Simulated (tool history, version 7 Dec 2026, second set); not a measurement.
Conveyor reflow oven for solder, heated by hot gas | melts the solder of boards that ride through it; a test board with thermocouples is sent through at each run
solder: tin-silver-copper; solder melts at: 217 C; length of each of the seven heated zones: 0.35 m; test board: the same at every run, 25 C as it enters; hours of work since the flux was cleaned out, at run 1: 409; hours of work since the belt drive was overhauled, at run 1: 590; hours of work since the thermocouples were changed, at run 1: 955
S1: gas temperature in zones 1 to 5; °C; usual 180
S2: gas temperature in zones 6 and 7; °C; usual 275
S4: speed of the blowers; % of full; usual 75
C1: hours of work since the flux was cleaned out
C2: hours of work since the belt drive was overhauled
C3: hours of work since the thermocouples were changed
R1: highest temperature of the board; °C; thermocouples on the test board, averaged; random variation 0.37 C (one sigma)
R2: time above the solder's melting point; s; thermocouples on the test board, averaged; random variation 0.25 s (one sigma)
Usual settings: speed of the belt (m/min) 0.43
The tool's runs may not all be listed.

Run 1, hour 0: usual settings; C1 409; C2 590; C3 955. Result: R1 257.9 °C, R2 81.8 s.
Run 2, hour 14.8: usual settings; C1 417; C2 599; C3 964. Result: R1 258.7 °C, R2 81.9 s.
Run 3, hour 41.5: usual settings; C1 433; C2 614; C3 979. Result: R1 258.3 °C, R2 81.7 s.
Run 4, hour 56.2: usual settings; C1 441; C2 623; C3 987. Result: R1 259 °C, R2 81.9 s.
Run 5, hour 73.3: usual settings; C1 451; C2 632; C3 997. Result: R1 258.4 °C, R2 81.5 s.
Run 6, hour 89: usual settings but S2 263 °C; C1 460; C2 641; C3 1006. Result: R1 247.7 °C, R2 72.2 s.
At hour 99.7: flux residue cleaned out of gas plates and filters.
Run 7, hour 114.6: usual settings but S2 263 °C; C1 9; C2 653; C3 1018. Result: R1 245.1 °C, R2 69.1 s.
Run 8, hour 141.9: usual settings but S2 263 °C; C1 24; C2 669; C3 1034. Result: R1 244.8 °C, R2 68.8 s.
Run 9, hour 161.4: usual settings but S2 263 °C; C1 35; C2 680; C3 1045. Result: R1 244.8 °C, R2 68.9 s.
Run 10, hour 173.5: usual settings but S2 263 °C; C1 42; C2 687; C3 1052. Result: R1 244.5 °C, R2 68.8 s.
Run 11, hour 196.1: usual settings but S2 263 °C; C1 55; C2 700; C3 1065. Result: R1 244.8 °C, R2 68.6 s.
Run 12, hour 212.4: usual settings but S2 263 °C; C1 65; C2 710; C3 1074. Result: R1 244.7 °C, R2 68.8 s.
Run 13, hour 224.8: usual settings but S1 178 °C, S2 281 °C, S4 86 % of full; C1 72; C2 717; C3 1081. Result: R1 261.5 °C, R2 83 s.
At hour 240.4: flux residue cleaned out of gas plates and filters, once more.
Run 14, hour 248.6: usual settings but S1 178 °C, S2 281 °C, S4 86 % of full; C1 5; C2 727; C3 1092. Result: R1 266.7 °C, R2 87.7 s.
Run 15, hour 270.3: usual settings but S1 178 °C, S2 283 °C, speed of the belt (m/min) 0.452, S4 72 % of full; C1 17; C2 740; C3 1105. Result: R1 264.8 °C, R2 81.1 s.
Run 16, hour 293: usual settings but S1 184 °C, speed of the belt (m/min) 0.426; C1 30; C2 753; C3 1118. Result: R1 261.5 °C, R2 87 s.
Run 17, hour 321.9: usual settings but S4 69 % of full; C1 47; C2 770; C3 1134. Result: R1 258.9 °C, R2 83 s.
Run 18, hour 346.3: usual settings but S1 170 °C, S2 281 °C, S4 64 % of full; C1 61; C2 784; C3 1148. Result: R1 261.9 °C, R2 80.5 s.
Run 19, hour 368.8: usual settings but S1 171 °C, S2 283 °C, S4 80 % of full; C1 74; C2 797; C3 1161. Result: R1 266.2 °C, R2 84.1 s.
Run 20, hour 390.1: usual settings but S1 171 °C, S2 278 °C, S4 80 % of full; C1 86; C2 809; C3 1174. Result: R1 262.4 °C, R2 81.3 s.
Run 21, hour 415.5: usual settings but S1 171 °C, S2 278 °C, S4 80 % of full; C1 101; C2 823; C3 1188. Result: R1 262.4 °C, R2 81 s.
Run 22, hour 436.6: usual settings but S1 171 °C, S2 278 °C, S4 80 % of full; C1 113; C2 835; C3 1200. Result: R1 262.3 °C, R2 81.1 s.
Run 23, hour 460.6: usual settings but S1 195 °C, S2 278 °C, speed of the belt (m/min) 0.442, S4 64 % of full; C1 127; C2 849; C3 1214. Result: R1 262.3 °C, R2 90.1 s.

4 ways to go on from here, each from the tool as it stands after run 23. What would each give?
Run A, hour 486.1: usual settings but S1 172 °C, S2 288 °C; C1 141; C2 864; C3 1229. Result: R1 ?, R2 ?.
Run B, hour 486.1: usual settings but S1 179 °C, S2 285 °C, speed of the belt (m/min) 0.442, S4 51 % of full; C1 141; C2 864; C3 1229. Result: R1 ?, R2 ?.
Run C, hour 486.1: usual settings but S1 190 °C, S2 266 °C; C1 141; C2 864; C3 1229. Result: R1 ?, R2 ?.
Run D, hour 486.1: usual settings but S1 179 °C, speed of the belt (m/min) 0.442, S4 64 % of full; C1 141; C2 864; C3 1229. Result: R1 ?, R2 ?.

run     R1    R2
  A  270.8  86.6
  B  262.3  81.2
  C  253.2  83.8
  D  257.5  77.6
Without the tool's hidden state the same runs would have given:
run     R1    R2
  A  273.3  87.2
  B  264.5    82
  C  255.5  84.7
  D  259.7  78.7

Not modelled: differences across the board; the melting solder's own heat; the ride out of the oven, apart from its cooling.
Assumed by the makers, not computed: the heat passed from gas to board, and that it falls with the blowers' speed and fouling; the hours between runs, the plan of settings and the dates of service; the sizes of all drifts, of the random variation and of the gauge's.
